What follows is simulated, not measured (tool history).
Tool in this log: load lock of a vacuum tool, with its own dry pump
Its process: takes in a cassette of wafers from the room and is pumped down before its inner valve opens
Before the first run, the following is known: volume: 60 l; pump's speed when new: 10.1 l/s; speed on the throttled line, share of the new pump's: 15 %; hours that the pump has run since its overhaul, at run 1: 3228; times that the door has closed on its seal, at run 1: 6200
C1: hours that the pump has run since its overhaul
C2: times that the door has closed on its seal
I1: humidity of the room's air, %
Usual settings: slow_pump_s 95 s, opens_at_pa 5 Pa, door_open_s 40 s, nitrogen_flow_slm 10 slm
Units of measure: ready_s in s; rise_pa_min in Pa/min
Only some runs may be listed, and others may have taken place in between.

{"run": 1, "day": 0.0, "slow_pump_s": 95, "opens_at_pa": 5, "door_open_s": 40, "nitrogen_flow_slm": 10, "C1": 3228, "C2": 6200, "I1": 47.9, "ready_s": 142.4, "rise_pa_min": 0.046}
{"run": 2, "day": 3.304, "slow_pump_s": 53, "opens_at_pa": 5, "door_open_s": 40, "nitrogen_flow_slm": 10, "C1": 3308, "C2": 6352, "I1": 44.5, "ready_s": 105.6, "rise_pa_min": 0.047}
{"run": 3, "day": 5.408, "slow_pump_s": 53, "opens_at_pa": 5, "door_open_s": 40, "nitrogen_flow_slm": 10, "C1": 3358, "C2": 6449, "I1": 44.0, "ready_s": 105.9, "rise_pa_min": 0.047}
{"run": 4, "day": 8.458, "slow_pump_s": 95, "opens_at_pa": 5, "door_open_s": 40, "nitrogen_flow_slm": 10, "C1": 3431, "C2": 6590, "I1": 44.8, "ready_s": 141.8, "rise_pa_min": 0.046}
{"run": 5, "day": 11.671, "slow_pump_s": 95, "opens_at_pa": 5, "door_open_s": 40, "nitrogen_flow_slm": 10, "C1": 3508, "C2": 6738, "I1": 39.6, "ready_s": 141.1, "rise_pa_min": 0.053}
{"run": 6, "day": 15.562, "slow_pump_s": 95, "opens_at_pa": 5, "door_open_s": 40, "nitrogen_flow_slm": 39, "C1": 3602, "C2": 6917, "I1": 44.1, "ready_s": 143.0, "rise_pa_min": 0.046}
{"run": 7, "day": 18.954, "slow_pump_s": 95, "opens_at_pa": 5, "door_open_s": 40, "nitrogen_flow_slm": 39, "C1": 3683, "C2": 7073, "I1": 48.0, "ready_s": 142.1, "rise_pa_min": 0.043}
{"run": 8, "day": 21.604, "slow_pump_s": 95, "opens_at_pa": 5, "door_open_s": 40, "nitrogen_flow_slm": 39, "C1": 3747, "C2": 7195, "I1": 45.1, "ready_s": 142.3, "rise_pa_min": 0.041}
{"run": 9, "day": 23.988, "slow_pump_s": 95, "opens_at_pa": 5, "door_open_s": 40, "nitrogen_flow_slm": 39, "C1": 3804, "C2": 7305, "I1": 39.1, "ready_s": 142.8, "rise_pa_min": 0.038}
{"run": 10, "day": 25.604, "slow_pump_s": 135, "opens_at_pa": 5, "door_open_s": 62, "nitrogen_flow_slm": 25, "C1": 3843, "C2": 7380, "I1": 46.3, "ready_s": 175.4, "rise_pa_min": 0.047}
{"run": 11, "day": 27.912, "slow_pump_s": 135, "opens_at_pa": 5, "door_open_s": 62, "nitrogen_flow_slm": 25, "C1": 3898, "C2": 7486, "I1": 43.0, "ready_s": 177.5, "rise_pa_min": 0.05}
{"run": 12, "day": 31.825, "slow_pump_s": 135, "opens_at_pa": 5, "door_open_s": 62, "nitrogen_flow_slm": 25, "C1": 3992, "C2": 7666, "I1": 47.7, "ready_s": 177.8, "rise_pa_min": 0.051}
{"run": 13, "day": 34.883, "slow_pump_s": 95, "opens_at_pa": 7, "door_open_s": 40, "nitrogen_flow_slm": 8, "C1": 4066, "C2": 7807, "I1": 43.7, "ready_s": 140.9, "rise_pa_min": 0.059}
{"run": 14, "day": 37.125, "slow_pump_s": 95, "opens_at_pa": 7, "door_open_s": 40, "nitrogen_flow_slm": 8, "C1": 4119, "C2": 7911, "I1": 42.5, "ready_s": 140.5, "rise_pa_min": 0.049}
{"run": 15, "day": 40.058, "slow_pump_s": 53, "opens_at_pa": 9, "door_open_s": 41, "nitrogen_flow_slm": 33, "C1": 4190, "C2": 8046, "I1": 47.8, "ready_s": 102.8, "rise_pa_min": 0.05}
{"run": 16, "day": 43.942, "slow_pump_s": 95, "opens_at_pa": 5, "door_open_s": 40, "nitrogen_flow_slm": 10, "C1": 4283, "C2": 8225, "I1": 44.9, "ready_s": 142.0, "rise_pa_min": 0.052}
{"run": 17, "day": 46.317, "slow_pump_s": 59, "opens_at_pa": 6, "door_open_s": 212, "nitrogen_flow_slm": 24, "C1": 4340, "C2": 8334, "I1": 47.3, "ready_s": 111.1, "rise_pa_min": 0.069}

Consider 3 possible next runs. They are alternatives, not a sequence: every one starts from the tool as it was left by run 17. What does each give?
{"run": "A", "day": 48.021, "slow_pump_s": 92, "opens_at_pa": 4, "door_open_s": 61, "nitrogen_flow_slm": 24, "C1": 4381, "C2": 8413, "I1": 46.5, "ready_s": "?", "rise_pa_min": "?"}
{"run": "B", "day": 48.021, "slow_pump_s": 111, "opens_at_pa": 7, "door_open_s": 156, "nitrogen_flow_slm": 10, "C1": 4381, "C2": 8413, "I1": 45.1, "ready_s": "?", "rise_pa_min": "?"}
{"run": "C", "day": 48.021, "slow_pump_s": 112, "opens_at_pa": 6, "door_open_s": 95, "nitrogen_flow_slm": 14, "C1": 4381, "C2": 8413, "I1": 42.8, "ready_s": "?", "rise_pa_min": "?"}

run=A ready_s=140.5 rise_pa_min=0.058
run=B ready_s=154.8 rise_pa_min=0.070
run=C ready_s=154.7 rise_pa_min=0.059
Stripped of hidden state, with their random variation kept, the same runs would have yielded:
run=A ready_s=138.4 rise_pa_min=0.017
run=B ready_s=152.9 rise_pa_min=0.029
run=C ready_s=152.8 rise_pa_min=0.018
